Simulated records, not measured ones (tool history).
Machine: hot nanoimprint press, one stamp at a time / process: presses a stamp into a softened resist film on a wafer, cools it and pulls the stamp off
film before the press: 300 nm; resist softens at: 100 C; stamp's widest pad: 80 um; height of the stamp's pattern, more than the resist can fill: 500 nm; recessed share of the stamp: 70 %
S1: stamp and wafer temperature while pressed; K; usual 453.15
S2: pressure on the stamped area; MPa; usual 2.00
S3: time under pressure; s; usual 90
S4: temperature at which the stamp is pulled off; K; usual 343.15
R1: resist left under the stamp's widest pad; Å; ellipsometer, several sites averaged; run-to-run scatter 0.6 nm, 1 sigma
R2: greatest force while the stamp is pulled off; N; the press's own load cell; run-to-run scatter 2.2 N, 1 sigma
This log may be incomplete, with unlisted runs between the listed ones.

{"run": 1, "hour": 0.0, "S1": 453.15, "S2": 2.0, "S3": 90, "S4": 343.15, "R1": 1135, "R2": 96}
{"run": 2, "hour": 30.7, "S1": 453.15, "S2": 2.0, "S3": 90, "S4": 343.15, "R1": 1141, "R2": 99}
{"run": 3, "hour": 46.1, "S1": 453.15, "S2": 2.0, "S3": 90, "S4": 343.15, "R1": 1147, "R2": 94}
{"run": 4, "hour": 74.1, "S1": 453.15, "S2": 2.0, "S3": 90, "S4": 343.15, "R1": 1131, "R2": 98}
{"run": 5, "hour": 97.8, "S1": 453.15, "S2": 1.36, "S3": 90, "S4": 343.15, "R1": 1360, "R2": 97}
{"hour": 122.2, "done": "plate thermocouple calibrated"}
{"run": 6, "hour": 131.2, "S1": 453.15, "S2": 2.0, "S3": 90, "S4": 343.15, "R1": 1128, "R2": 97}
{"run": 7, "hour": 147.6, "S1": 453.15, "S2": 2.0, "S3": 90, "S4": 346.15, "R1": 1139, "R2": 95}
{"run": 8, "hour": 179.7, "S1": 453.15, "S2": 2.0, "S3": 90, "S4": 343.15, "R1": 1132, "R2": 95}
{"run": 9, "hour": 206.3, "S1": 453.15, "S2": 2.0, "S3": 90, "S4": 343.15, "R1": 1139, "R2": 102}
{"run": 10, "hour": 224.3, "S1": 453.15, "S2": 2.0, "S3": 90, "S4": 343.15, "R1": 1124, "R2": 95}
{"run": 11, "hour": 258.1, "S1": 453.15, "S2": 2.0, "S3": 90, "S4": 343.15, "R1": 1133, "R2": 94}
{"run": 12, "hour": 281.2, "S1": 453.15, "S2": 2.0, "S3": 90, "S4": 343.15, "R1": 1133, "R2": 99}
{"run": 13, "hour": 309.9, "S1": 453.15, "S2": 2.0, "S3": 90, "S4": 337.15, "R1": 1136, "R2": 97}
{"run": 14, "hour": 342.8, "S1": 453.15, "S2": 2.0, "S3": 90, "S4": 337.15, "R1": 1134, "R2": 108}
{"run": 15, "hour": 373.6, "S1": 453.15, "S2": 2.0, "S3": 90, "S4": 337.15, "R1": 1139, "R2": 102}
{"run": 16, "hour": 389.6, "S1": 453.15, "S2": 2.0, "S3": 90, "S4": 337.15, "R1": 1135, "R2": 100}
{"run": 17, "hour": 418.9, "S1": 453.15, "S2": 1.51, "S3": 93, "S4": 343.15, "R1": 1284, "R2": 97}
{"run": 18, "hour": 437.4, "S1": 451.15, "S2": 2.03, "S3": 62, "S4": 343.15, "R1": 1413, "R2": 98}
{"run": 19, "hour": 451.8, "S1": 451.15, "S2": 2.03, "S3": 62, "S4": 343.15, "R1": 1413, "R2": 99}
{"run": 20, "hour": 466.7, "S1": 451.15, "S2": 2.03, "S3": 62, "S4": 343.15, "R1": 1402, "R2": 99}
{"run": 21, "hour": 481.6, "S1": 451.15, "S2": 2.03, "S3": 62, "S4": 343.15, "R1": 1412, "R2": 98}
{"run": 22, "hour": 500.7, "S1": 442.15, "S2": 1.97, "S3": 90, "S4": 345.15, "R1": 1832, "R2": 97}
{"hour": 509.6, "done": "stamp cleaned and given a new release coat"}
{"run": 23, "hour": 533.9, "S1": 442.15, "S2": 3.09, "S3": 50, "S4": 345.15, "R1": 1834, "R2": 95}
{"run": 24, "hour": 550.0, "S1": 457.15, "S2": 2.86, "S3": 86, "S4": 344.15, "R1": 801, "R2": 93}
{"run": 25, "hour": 578.7, "S1": 454.15, "S2": 2.0, "S3": 90, "S4": 343.15, "R1": 1082, "R2": 96}
{"run": 26, "hour": 599.1, "S1": 455.15, "S2": 2.0, "S3": 104, "S4": 343.15, "R1": 970, "R2": 96}
{"run": 27, "hour": 617.5, "S1": 453.15, "S2": 2.0, "S3": 169, "S4": 343.15, "R1": 873, "R2": 95}
{"run": 28, "hour": 644.7, "S1": 453.15, "S2": 2.0, "S3": 169, "S4": 343.15, "R1": 881, "R2": 98}
{"run": 29, "hour": 662.5, "S1": 442.15, "S2": 2.44, "S3": 169, "S4": 343.15, "R1": 1352, "R2": 96}
{"run": 30, "hour": 685.3, "S1": 442.15, "S2": 2.44, "S3": 169, "S4": 343.15, "R1": 1349, "R2": 101}
{"run": 31, "hour": 704.4, "S1": 442.15, "S2": 2.44, "S3": 169, "S4": 343.15, "R1": 1342, "R2": 96}

Below are 3 alternative next runs, each starting from the tool's condition after run 31. Predict each:
{"run": "A", "hour": 736.4, "S1": 442.15, "S2": 2.17, "S3": 50, "S4": 336.15, "R1": "?", "R2": "?"}
{"run": "B", "hour": 736.4, "S1": 443.15, "S2": 3.03, "S3": 90, "S4": 347.15, "R1": "?", "R2": "?"}
{"run": "C", "hour": 736.4, "S1": 455.15, "S2": 2.32, "S3": 169, "S4": 331.15, "R1": "?", "R2": "?"}

run=A R1=2058 R2=99
run=B R1=1455 R2=98
run=C R1=741 R2=102
Had the tool no hidden state, the same runs would have come out as:
run=A R1=2057 R2=99
run=B R1=1453 R2=97
run=C R1=741 R2=101

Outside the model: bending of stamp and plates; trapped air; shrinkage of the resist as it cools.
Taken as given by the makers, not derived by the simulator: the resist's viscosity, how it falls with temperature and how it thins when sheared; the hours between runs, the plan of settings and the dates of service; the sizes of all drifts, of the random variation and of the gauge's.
